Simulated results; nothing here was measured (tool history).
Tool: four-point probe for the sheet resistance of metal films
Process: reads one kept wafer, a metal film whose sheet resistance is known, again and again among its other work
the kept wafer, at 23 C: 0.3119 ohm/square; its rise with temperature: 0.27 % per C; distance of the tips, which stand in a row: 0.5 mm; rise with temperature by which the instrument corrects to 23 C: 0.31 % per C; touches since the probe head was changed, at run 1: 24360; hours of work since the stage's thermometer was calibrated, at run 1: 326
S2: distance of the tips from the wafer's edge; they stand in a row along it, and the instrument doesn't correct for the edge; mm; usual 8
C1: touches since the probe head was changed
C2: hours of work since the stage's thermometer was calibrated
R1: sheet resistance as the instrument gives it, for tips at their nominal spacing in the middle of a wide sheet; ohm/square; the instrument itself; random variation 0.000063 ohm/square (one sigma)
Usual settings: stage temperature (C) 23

run 1 hour=0.0 | stage_temperature_(C)=23 S2=8 | C1=24360 C2=326 | R1=0.309275
run 2 hour=10.6 | stage_temperature_(C)=23 S2=8 | C1=25043 C2=335 | R1=0.309205
run 3 hour=25.3 | stage_temperature_(C)=23 S2=8 | C1=25986 C2=346 | R1=0.309268
run 4 hour=34.7 | stage_temperature_(C)=23 S2=50 | C1=26590 C2=354 | R1=0.308530
run 5 hour=47.7 | stage_temperature_(C)=23 S2=8 | C1=27426 C2=364 | R1=0.309128
run 6 hour=62.2 | stage_temperature_(C)=21 S2=8 | C1=28362 C2=375 | R1=0.309433
run 7 hour=77.6 | stage_temperature_(C)=23 S2=3 | C1=29348 C2=387 | R1=0.312988
run 8 hour=91.1 | stage_temperature_(C)=23 S2=3 | C1=30223 C2=398 | R1=0.312963
run 9 hour=104.0 | stage_temperature_(C)=23 S2=3 | C1=31047 C2=408 | R1=0.312798
run 10 hour=115.8 | stage_temperature_(C)=23 S2=8 | C1=31808 C2=418 | R1=0.308967
run 11 hour=129.1 | stage_temperature_(C)=23 S2=8 | C1=32662 C2=428 | R1=0.308912
run 12 hour=140.9 | stage_temperature_(C)=23 S2=8 | C1=33420 C2=437 | R1=0.308752
run 13 hour=150.5 | stage_temperature_(C)=23 S2=8 | C1=34042 C2=445 | R1=0.308742
run 14 hour=161.0 | stage_temperature_(C)=23 S2=15 | C1=34715 C2=453 | R1=0.308389
run 15 hour=171.6 | stage_temperature_(C)=23 S2=15 | C1=35400 C2=462 | R1=0.308322
-- hour=173.2 stage's thermometer calibrated
run 16 hour=182.4 | stage_temperature_(C)=23 S2=15 | C1=36062 C2=7 | R1=0.308144
run 17 hour=195.1 | stage_temperature_(C)=23 S2=10 | C1=36878 C2=17 | R1=0.308404
run 18 hour=203.0 | stage_temperature_(C)=29 S2=45 | C1=37383 C2=24 | R1=0.307156
run 19 hour=216.3 | stage_temperature_(C)=27 S2=10 | C1=38243 C2=34 | R1=0.307753
run 20 hour=227.3 | stage_temperature_(C)=31 S2=23 | C1=38948 C2=43 | R1=0.306986
run 21 hour=239.5 | stage_temperature_(C)=31 S2=56 | C1=39736 C2=52 | R1=0.306848
run 22 hour=251.1 | stage_temperature_(C)=22 S2=41 | C1=40477 C2=61 | R1=0.307875
run 23 hour=259.3 | stage_temperature_(C)=23 S2=63 | C1=41009 C2=68 | R1=0.307798
-- hour=268.2 stage's thermometer calibrated, once more
run 24 hour=274.2 | stage_temperature_(C)=23 S2=4 | C1=41931 C2=5 | R1=0.310246
run 25 hour=286.9 | stage_temperature_(C)=23 S2=4 | C1=42750 C2=15 | R1=0.310158
run 26 hour=299.3 | stage_temperature_(C)=23 S2=4 | C1=43550 C2=25 | R1=0.310092
run 27 hour=311.9 | stage_temperature_(C)=23 S2=4 | C1=44358 C2=35 | R1=0.310140
run 28 hour=320.5 | stage_temperature_(C)=23 S2=4 | C1=44910 C2=41 | R1=0.310278
run 29 hour=331.6 | stage_temperature_(C)=19 S2=28 | C1=45624 C2=50 | R1=0.308136
run 30 hour=347.2 | stage_temperature_(C)=23 S2=6 | C1=46631 C2=62 | R1=0.308563

Forecast each of these 4 alternatives for the next run:
run A hour=356.2 | stage_temperature_(C)=19 S2=18 | C1=47205 C2=69 | R1=?
run B hour=356.2 | stage_temperature_(C)=21 S2=10 | C1=47205 C2=69 | R1=?
run C hour=356.2 | stage_temperature_(C)=22 S2=41 | C1=47205 C2=69 | R1=?
run D hour=356.2 | stage_temperature_(C)=21 S2=6 | C1=47205 C2=69 | R1=?

run=A R1=0.308067
run=B R1=0.308129
run=C R1=0.307531
run=D R1=0.308808
Without the tool's hidden state the same runs would have given:
run=A R1=0.312584
run=B R1=0.312646
run=C R1=0.312039
run=D R1=0.313334
